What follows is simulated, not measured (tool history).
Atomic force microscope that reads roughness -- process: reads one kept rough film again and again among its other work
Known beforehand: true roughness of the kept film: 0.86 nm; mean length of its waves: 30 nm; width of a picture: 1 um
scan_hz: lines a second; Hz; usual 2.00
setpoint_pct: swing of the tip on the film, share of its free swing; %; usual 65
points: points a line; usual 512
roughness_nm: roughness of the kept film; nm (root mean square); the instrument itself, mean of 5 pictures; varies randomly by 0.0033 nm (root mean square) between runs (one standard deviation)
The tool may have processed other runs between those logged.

Run 1, hour 0.0: usual settings. Result: roughness_nm 0.769 nm (root mean square).
Run 2, hour 17.7: usual settings. Result: roughness_nm 0.772 nm (root mean square).
Run 3, hour 32.5: usual settings. Result: roughness_nm 0.769 nm (root mean square).
Run 4, hour 52.8: usual settings. Result: roughness_nm 0.776 nm (root mean square).
Run 5, hour 64.7: usual settings but points 380. Result: roughness_nm 0.772 nm (root mean square).
Run 6, hour 76.8: usual settings but scan_hz 0.79 Hz. Result: roughness_nm 0.814 nm (root mean square).
Run 7, hour 92.9: usual settings but scan_hz 1.88 Hz. Result: roughness_nm 0.778 nm (root mean square).
Run 8, hour 110.2: usual settings. Result: roughness_nm 0.774 nm (root mean square).
At hour 117.4: new tip fitted.
Run 9, hour 129.4: usual settings. Result: roughness_nm 0.776 nm (root mean square).
Run 10, hour 139.9: usual settings but setpoint_pct 80 %. Result: roughness_nm 0.701 nm (root mean square).
Run 11, hour 150.9: usual settings but setpoint_pct 80 %. Result: roughness_nm 0.697 nm (root mean square).
Run 12, hour 163.3: usual settings but scan_hz 2.44 Hz. Result: roughness_nm 0.757 nm (root mean square).
Run 13, hour 176.6: usual settings but scan_hz 2.44 Hz. Result: roughness_nm 0.759 nm (root mean square).
Run 14, hour 186.9: usual settings but scan_hz 2.44 Hz. Result: roughness_nm 0.756 nm (root mean square).
Run 15, hour 205.7: usual settings but points 777. Result: roughness_nm 0.777 nm (root mean square).
Run 16, hour 217.2: usual settings but points 777. Result: roughness_nm 0.778 nm (root mean square).
Run 17, hour 226.5: usual settings. Result: roughness_nm 0.771 nm (root mean square).
Run 18, hour 237.2: usual settings. Result: roughness_nm 0.776 nm (root mean square).
At hour 239.0: new tip fitted.
Run 19, hour 250.5: usual settings. Result: roughness_nm 0.771 nm (root mean square).
Run 20, hour 263.7: usual settings. Result: roughness_nm 0.768 nm (root mean square).
Run 21, hour 280.4: usual settings but setpoint_pct 64 %. Result: roughness_nm 0.771 nm (root mean square).
Run 22, hour 296.7: usual settings but setpoint_pct 64 %. Result: roughness_nm 0.777 nm (root mean square).
Run 23, hour 313.5: usual settings but setpoint_pct 64 %. Result: roughness_nm 0.779 nm (root mean square).
Run 24, hour 324.6: usual settings but setpoint_pct 64 %. Result: roughness_nm 0.777 nm (root mean square).
Run 25, hour 338.3: usual settings but setpoint_pct 64 %. Result: roughness_nm 0.777 nm (root mean square).
Run 26, hour 355.5: usual settings but scan_hz 3.17 Hz. Result: roughness_nm 0.739 nm (root mean square).
At hour 360.8: new tip fitted.
Run 27, hour 368.1: usual settings but scan_hz 1.95 Hz, setpoint_pct 87 %, points 480. Result: roughness_nm 0.664 nm (root mean square).
Run 28, hour 385.1: usual settings but scan_hz 1.95 Hz, setpoint_pct 87 %, points 480. Result: roughness_nm 0.656 nm (root mean square).
Run 29, hour 402.3: usual settings but scan_hz 1.91 Hz, setpoint_pct 64 %, points 439. Result: roughness_nm 0.768 nm (root mean square).
Run 30, hour 414.1: usual settings but scan_hz 1.91 Hz, setpoint_pct 77 %, points 385. Result: roughness_nm 0.721 nm (root mean square).
Run 31, hour 429.4: usual settings but points 573. Result: roughness_nm 0.777 nm (root mean square).
Run 32, hour 440.6: usual settings but scan_hz 3.91 Hz. Result: roughness_nm 0.719 nm (root mean square).
Run 33, hour 452.8: usual settings but scan_hz 0.88 Hz, points 760. Result: roughness_nm 0.817 nm (root mean square).
Run 34, hour 464.0: usual settings but points 359. Result: roughness_nm 0.772 nm (root mean square).
Run 35, hour 481.0: usual settings but setpoint_pct 63 %, points 874. Result: roughness_nm 0.779 nm (root mean square).
At hour 482.6: new tip fitted.
Run 36, hour 490.6: usual settings but setpoint_pct 63 %, points 874. Result: roughness_nm 0.782 nm (root mean square).
Run 37, hour 506.7: usual settings but scan_hz 0.56 Hz. Result: roughness_nm 0.818 nm (root mean square).
Run 38, hour 517.2: usual settings but scan_hz 0.56 Hz. Result: roughness_nm 0.819 nm (root mean square).
Run 39, hour 530.5: usual settings but scan_hz 0.56 Hz. Result: roughness_nm 0.816 nm (root mean square).
Run 40, hour 547.5: usual settings but scan_hz 0.56 Hz. Result: roughness_nm 0.818 nm (root mean square).
Run 41, hour 566.4: usual settings but scan_hz 0.56 Hz. Result: roughness_nm 0.822 nm (root mean square).
Run 42, hour 585.1: usual settings but scan_hz 0.56 Hz. Result: roughness_nm 0.814 nm (root mean square).
Run 43, hour 600.3: usual settings but scan_hz 0.56 Hz. Result: roughness_nm 0.816 nm (root mean square).
At hour 604.0: new tip fitted.
Run 44, hour 610.0: usual settings but scan_hz 1.59 Hz, setpoint_pct 87 %. Result: roughness_nm 0.680 nm (root mean square).
Run 45, hour 619.9: usual settings but scan_hz 1.59 Hz, setpoint_pct 87 %. Result: roughness_nm 0.687 nm (root mean square).
Run 46, hour 634.5: usual settings but scan_hz 1.59 Hz, setpoint_pct 87 %. Result: roughness_nm 0.684 nm (root mean square).
Run 47, hour 650.3: usual settings but scan_hz 1.59 Hz, setpoint_pct 87 %. Result: roughness_nm 0.688 nm (root mean square).
Run 48, hour 658.8: usual settings but scan_hz 2.34 Hz. Result: roughness_nm 0.759 nm (root mean square).
Run 49, hour 676.8: usual settings but scan_hz 2.34 Hz. Result: roughness_nm 0.762 nm (root mean square).
Run 50, hour 688.1: usual settings but scan_hz 2.34 Hz. Result: roughness_nm 0.762 nm (root mean square).
Run 51, hour 698.7: usual settings but scan_hz 0.67 Hz, setpoint_pct 61 %, points 319. Result: roughness_nm 0.816 nm (root mean square).
Run 52, hour 716.7: usual settings but scan_hz 1.34 Hz, setpoint_pct 66 %, points 532. Result: roughness_nm 0.798 nm (root mean square).

Branching from run 52: 3 alternative next runs. What would each branch give?
At hour 726.3: new tip fitted.
Run A, hour 736.4: usual settings but scan_hz 1.34 Hz, setpoint_pct 66 %, points 754. Result: roughness_nm ?.
At hour 726.3: new tip fitted.
Run B, hour 736.4: usual settings but scan_hz 0.62 Hz, setpoint_pct 62 %. Result: roughness_nm ?.
At hour 726.3: new tip fitted.
Run C, hour 736.4: usual settings but setpoint_pct 56 %, points 888. Result: roughness_nm ?.

run  roughness_nm
  A         0.792
  B         0.820
  C         0.802
With no hidden state in the tool, these same runs would have given:
run  roughness_nm
  A         0.793
  B         0.820
  C         0.802
